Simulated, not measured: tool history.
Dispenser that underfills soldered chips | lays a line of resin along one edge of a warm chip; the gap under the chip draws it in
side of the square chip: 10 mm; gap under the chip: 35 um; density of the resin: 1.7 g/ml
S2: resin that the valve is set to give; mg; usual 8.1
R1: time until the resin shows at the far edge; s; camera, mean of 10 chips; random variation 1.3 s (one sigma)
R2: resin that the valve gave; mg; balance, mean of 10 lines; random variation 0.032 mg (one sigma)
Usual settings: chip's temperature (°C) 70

run 1 day=0 | chip's_temperature_(°C)=70 S2=8.1 | R1=177.5 R2=8.1
-- day=0.238 new syringe of resin
run 2 day=0.475 | chip's_temperature_(°C)=70 S2=8.1 | R1=170.4 R2=8.03
-- day=0.762 new syringe of resin
run 3 day=0.929 | chip's_temperature_(°C)=70 S2=8.1 | R1=157.6 R2=7.99
run 4 day=1.158 | chip's_temperature_(°C)=70 S2=8.1 | R1=203.1 R2=7.92
-- day=1.292 new syringe of resin
run 5 day=1.521 | chip's_temperature_(°C)=70 S2=8.1 | R1=166.1 R2=7.93
run 6 day=1.754 | chip's_temperature_(°C)=70 S2=8.1 | R1=219.6 R2=7.93
-- day=1.812 new syringe of resin
run 7 day=1.996 | chip's_temperature_(°C)=70 S2=8.1 | R1=155.2 R2=7.87
-- day=2.354 new syringe of resin
run 8 day=2.488 | chip's_temperature_(°C)=65 S2=8.1 | R1=180.3 R2=7.87
-- day=2.688 dispensing valve cleaned and set on the balance
-- day=2.921 new syringe of resin
run 9 day=3.079 | chip's_temperature_(°C)=70 S2=10.19 | R1=143 R2=10.13
run 10 day=3.312 | chip's_temperature_(°C)=70 S2=10.19 | R1=186.5 R2=10.11
-- day=3.475 new syringe of resin
run 11 day=3.65 | chip's_temperature_(°C)=70 S2=9.1 | R1=151.3 R2=8.95
-- day=4.008 new syringe of resin
run 12 day=4.212 | chip's_temperature_(°C)=70 S2=9.1 | R1=153.4 R2=8.84
-- day=4.542 new syringe of resin
run 13 day=4.583 | chip's_temperature_(°C)=70 S2=8.1 | R1=131.7 R2=7.9
-- day=5.096 new syringe of resin
run 14 day=5.104 | chip's_temperature_(°C)=70 S2=8.1 | R1=127.4 R2=7.82
-- day=5.642 new syringe of resin
run 15 day=5.658 | chip's_temperature_(°C)=70 S2=8.1 | R1=127.7 R2=7.76
-- day=5.796 dispensing valve cleaned and set on the balance
run 16 day=6 | chip's_temperature_(°C)=70 S2=8.1 | R1=178.9 R2=8.09
-- day=6.233 new syringe of resin
run 17 day=6.333 | chip's_temperature_(°C)=70 S2=8.1 | R1=137 R2=7.99
run 18 day=6.675 | chip's_temperature_(°C)=70 S2=8.1 | R1=207.9 R2=7.96
-- day=6.779 new syringe of resin
run 19 day=7.238 | chip's_temperature_(°C)=62 S2=9.34 | R1=298.3 R2=9.13
-- day=7.308 new syringe of resin
run 20 day=7.529 | chip's_temperature_(°C)=78 S2=8.11 | R1=118.3 R2=7.88
-- day=7.838 new syringe of resin
run 21 day=7.946 | chip's_temperature_(°C)=81 S2=7.71 | R1=94.2 R2=7.5
run 22 day=8.338 | chip's_temperature_(°C)=81 S2=7.71 | R1=147.8 R2=7.45
-- day=8.396 new syringe of resin
run 23 day=8.721 | chip's_temperature_(°C)=81 S2=7.71 | R1=120.5 R2=7.43
-- day=8.929 dispensing valve cleaned and set on the balance
-- day=8.992 new syringe of resin
run 24 day=9.192 | chip's_temperature_(°C)=69 S2=9.9 | R1=157.7 R2=9.84
-- day=9.517 new syringe of resin
run 25 day=9.558 | chip's_temperature_(°C)=56 S2=9.02 | R1=229.8 R2=8.95
run 26 day=10.008 | chip's_temperature_(°C)=73 S2=8.1 | R1=198.9 R2=7.99
-- day=10.058 new syringe of resin
run 27 day=10.467 | chip's_temperature_(°C)=69 S2=10.37 | R1=203.1 R2=10.21
-- day=10.588 new syringe of resin
run 28 day=10.75 | chip's_temperature_(°C)=61 S2=10.26 | R1=214.1 R2=10.03
-- day=11.146 new syringe of resin
run 29 day=11.308 | chip's_temperature_(°C)=64 S2=10.4 | R1=183 R2=10.09
-- day=11.692 new syringe of resin
run 30 day=11.842 | chip's_temperature_(°C)=62 S2=8.69 | R1=204.4 R2=8.4
-- day=12.075 dispensing valve cleaned and set on the balance
run 31 day=12.212 | chip's_temperature_(°C)=62 S2=8.69 | R1=297.8 R2=8.62
-- day=12.275 new syringe of resin
run 32 day=12.558 | chip's_temperature_(°C)=74 S2=9.64 | R1=146 R2=9.58
-- day=12.8 new syringe of resin
run 33 day=12.817 | chip's_temperature_(°C)=56 S2=7.25 | R1=243.6 R2=7.2
run 34 day=13.158 | chip's_temperature_(°C)=56 S2=10.45 | R1=338.6 R2=10.34
-- day=13.354 new syringe of resin
run 35 day=13.471 | chip's_temperature_(°C)=56 S2=10.45 | R1=249.5 R2=10.17

Some steps in R1 between neighbouring runs. How much of each would the tool show without its hidden state too (settings, what came in, random variation), and how much is left for the hidden state, with any gauge scatter that isn't in both results?
The hidden state here: resin's viscosity, % of fresh resin's; dose that the valve gives, % of what is set; true chip temperature over the reading, C; drift of the gauge itself on fill_s, %; drift of the gauge itself on given_mg, %.
Run 19 -> 20: chip's temperature (°C) 62 -> 78, S2 9.34 -> 8.11, new syringe of resin. R1 -180 s: hidden state -95.8, all else -84.2.
Run 30 -> 31: dispensing valve cleaned and set on the balance. R1 +93.4 s: hidden state +96.2, all else -2.8.
Run 31 -> 32: chip's temperature (°C) 62 -> 74, S2 8.69 -> 9.64, new syringe of resin. R1 -151.8 s: hidden state -82.5, all else -69.3.
Run 32 -> 33: chip's temperature (°C) 74 -> 56, S2 9.64 -> 7.25, new syringe of resin. R1 +97.6 s: hidden state -41.9, all else +139.5.
Run 33 -> 34: S2 7.25 -> 10.45. R1 +95 s: hidden state +114.3, all else -19.3.
